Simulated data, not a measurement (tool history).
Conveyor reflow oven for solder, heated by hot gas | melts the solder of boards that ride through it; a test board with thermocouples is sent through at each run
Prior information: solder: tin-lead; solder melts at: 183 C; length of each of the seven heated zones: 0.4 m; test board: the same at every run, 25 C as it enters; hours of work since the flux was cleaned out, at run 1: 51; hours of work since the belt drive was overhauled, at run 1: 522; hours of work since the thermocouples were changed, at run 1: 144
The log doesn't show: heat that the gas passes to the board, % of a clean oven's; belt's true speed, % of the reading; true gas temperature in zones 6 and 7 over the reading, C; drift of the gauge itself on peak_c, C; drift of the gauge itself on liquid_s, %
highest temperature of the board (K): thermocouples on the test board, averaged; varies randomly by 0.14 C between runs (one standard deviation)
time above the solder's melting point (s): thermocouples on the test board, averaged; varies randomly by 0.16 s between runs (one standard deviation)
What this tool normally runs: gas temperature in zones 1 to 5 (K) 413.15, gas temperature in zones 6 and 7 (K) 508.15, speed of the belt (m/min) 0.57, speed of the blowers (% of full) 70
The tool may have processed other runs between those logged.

run	hour	gas temperature in zones 1 to 5 (K)	gas temperature in zones 6 and 7 (K)	speed of the belt (m/min)	speed of the blowers (% of full)	hours of work since the flux was cleaned out	hours of work since the belt drive was overhauled	hours of work since the thermocouples were changed	highest temperature of the board (K)	time above the solder's melting point (s)
1	0	413.15	508.15	0.57	70	51	522	144	495.55	69.2
2	15.6	413.15	508.15	0.57	70	62	533	155	495.15	69
3	30.1	413.15	508.15	0.57	70	73	543	165	495.15	69.3
4	43.9	413.15	508.15	0.652	70	82	553	175	491.25	56.8
5	55.5	413.15	508.15	0.652	70	91	561	183	490.95	56.7
6	68.3	413.15	508.15	0.652	70	100	570	192	491.05	56.9
7	85.2	413.15	508.15	0.57	70	111	582	204	494.95	69.1
8	110.7	413.15	508.15	0.57	70	130	600	222	494.85	68.8
9	127	413.15	508.15	0.57	70	141	612	234	494.65	68.7
10	138.8	413.15	508.15	0.569	70	149	620	242	494.85	68.7
11	157.8	413.15	508.15	0.569	70	163	634	255	494.55	68.8
# hour 173.1: flux residue cleaned out of gas plates and filters
12	173.1	413.15	508.15	0.498	59	0	641	263	496.75	81.2
13	193.8	413.15	508.15	0.498	59	15	656	277	496.85	80.7
14	209.2	420.15	508.15	0.527	59	26	666	288	496.15	78.9
15	233.9	424.15	503.15	0.643	85	43	684	306	492.85	64.3
16	257.3	413.15	508.15	0.604	85	60	701	322	497.05	67
17	275.4	413.15	513.15	0.506	69	72	713	335	502.95	83.8
18	293.8	413.15	508.15	0.567	81	85	726	348	497.75	71.9
19	310.3	413.15	508.15	0.567	81	97	738	360	497.95	71.9
20	334.4	413.15	508.15	0.567	81	114	755	377	497.75	71.7

Branching from run 20: 4 alternative next runs. What would each branch give?
A	351.8	413.15	508.15	0.567	82	126	767	389	?	?
B	351.8	411.15	519.15	0.567	81	126	767	389	?	?
C	351.8	413.15	522.15	0.567	81	126	767	389	?	?
D	351.8	409.15	508.15	0.57	81	126	767	389	?	?

run	highest temperature of the board (K)	time above the solder's melting point (s)
A	497.95	72.1
B	507.15	76.4
C	510.35	78.8
D	496.75	69.4
Had the tool no hidden state, the same runs would have come out as:
run	highest temperature of the board (K)	time above the solder's melting point (s)
A	498.35	71.5
B	507.75	75.5
C	510.95	77.8
D	497.25	68.8
